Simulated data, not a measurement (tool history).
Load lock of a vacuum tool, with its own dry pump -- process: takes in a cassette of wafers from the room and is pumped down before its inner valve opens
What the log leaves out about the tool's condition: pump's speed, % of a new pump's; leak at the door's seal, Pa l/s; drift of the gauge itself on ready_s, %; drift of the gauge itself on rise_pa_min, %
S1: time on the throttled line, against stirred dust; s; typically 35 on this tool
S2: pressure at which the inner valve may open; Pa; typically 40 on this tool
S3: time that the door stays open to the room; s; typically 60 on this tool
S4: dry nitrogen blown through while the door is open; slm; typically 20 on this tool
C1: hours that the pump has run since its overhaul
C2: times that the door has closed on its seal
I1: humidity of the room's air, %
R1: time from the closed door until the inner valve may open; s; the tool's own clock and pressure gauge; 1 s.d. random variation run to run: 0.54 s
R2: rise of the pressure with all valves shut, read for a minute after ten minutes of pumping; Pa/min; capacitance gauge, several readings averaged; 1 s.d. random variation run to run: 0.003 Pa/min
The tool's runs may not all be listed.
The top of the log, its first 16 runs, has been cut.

run 17 day=185.700 | S1=35 S2=40 S3=60 S4=20 | C1=4128 C2=3402 | I1=42.3 | R1=75.4 R2=0.040
run 18 day=195.504 | S1=35 S2=40 S3=60 S4=20 | C1=4363 C2=4301 | I1=45.5 | R1=74.7 R2=0.042
run 19 day=207.221 | S1=35 S2=40 S3=60 S4=29 | C1=4645 C2=5374 | I1=47.6 | R1=75.0 R2=0.032
run 20 day=219.438 | S1=58 S2=30 S3=77 S4=29 | C1=4938 C2=6494 | I1=43.5 | R1=94.2 R2=0.043
run 21 day=233.529 | S1=20 S2=48 S3=63 S4=27 | C1=5276 C2=7785 | I1=46.2 | R1=64.1 R2=0.038
run 22 day=241.067 | S1=20 S2=48 S3=63 S4=27 | C1=5457 C2=8475 | I1=42.2 | R1=63.3 R2=0.037
run 23 day=253.262 | S1=19 S2=30 S3=205 S4=17 | C1=5750 C2=9593 | I1=46.2 | R1=65.8 R2=0.083
run 24 day=266.104 | S1=19 S2=30 S3=205 S4=17 | C1=6058 C2=10769 | I1=47.7 | R1=65.8 R2=0.085
run 25 day=276.517 | S1=70 S2=30 S3=79 S4=10 | C1=6308 C2=11724 | I1=45.0 | R1=103.6 R2=0.063
run 26 day=284.350 | S1=70 S2=30 S3=46 S4=27 | C1=6496 C2=12441 | I1=46.8 | R1=102.9 R2=0.040
run 27 day=295.950 | S1=40 S2=32 S3=221 S4=5 | C1=6774 C2=13504 | I1=42.5 | R1=81.6 R2=0.108
run 28 day=302.712 | S1=32 S2=32 S3=72 S4=13 | C1=6936 C2=14124 | I1=45.8 | R1=75.7 R2=0.061
run 29 day=310.071 | S1=32 S2=32 S3=72 S4=13 | C1=7113 C2=14798 | I1=47.3 | R1=75.5 R2=0.065
run 30 day=319.958 | S1=32 S2=32 S3=72 S4=13 | C1=7350 C2=15704 | I1=42.6 | R1=75.0 R2=0.057
run 31 day=331.938 | S1=19 S2=53 S3=60 S4=20 | C1=7638 C2=16801 | I1=48.7 | R1=63.1 R2=0.055
run 32 day=345.879 | S1=19 S2=53 S3=60 S4=20 | C1=7972 C2=18079 | I1=46.3 | R1=62.6 R2=0.053
run 33 day=359.988 | S1=35 S2=40 S3=60 S4=6 | C1=8311 C2=19372 | I1=41.8 | R1=76.2 R2=0.064
run 34 day=372.604 | S1=35 S2=40 S3=60 S4=6 | C1=8614 C2=20528 | I1=46.5 | R1=76.4 R2=0.080
run 35 day=384.000 | S1=26 S2=55 S3=48 S4=4 | C1=8887 C2=21571 | I1=49.0 | R1=68.7 R2=0.076
run 36 day=394.154 | S1=26 S2=55 S3=48 S4=4 | C1=9131 C2=22502 | I1=44.4 | R1=67.7 R2=0.071

Each row is a separate what-if for the run after 36, all from the same tool condition, not one after another. Results?
run A day=403.775 | S1=35 S2=40 S3=238 S4=20 | C1=9362 C2=23383 | I1=44.2 | R1=? R2=?
run B day=403.775 | S1=26 S2=57 S3=60 S4=20 | C1=9362 C2=23383 | I1=41.9 | R1=? R2=?
run C day=403.775 | S1=26 S2=36 S3=147 S4=41 | C1=9362 C2=23383 | I1=43.7 | R1=? R2=?

run=A R1=76.3 R2=0.096
run=B R1=67.5 R2=0.059
run=C R1=70.7 R2=0.066
With no hidden state in the tool, these same runs would have given:
run=A R1=73.5 R2=0.066
run=B R1=64.6 R2=0.029
run=C R1=67.6 R2=0.036

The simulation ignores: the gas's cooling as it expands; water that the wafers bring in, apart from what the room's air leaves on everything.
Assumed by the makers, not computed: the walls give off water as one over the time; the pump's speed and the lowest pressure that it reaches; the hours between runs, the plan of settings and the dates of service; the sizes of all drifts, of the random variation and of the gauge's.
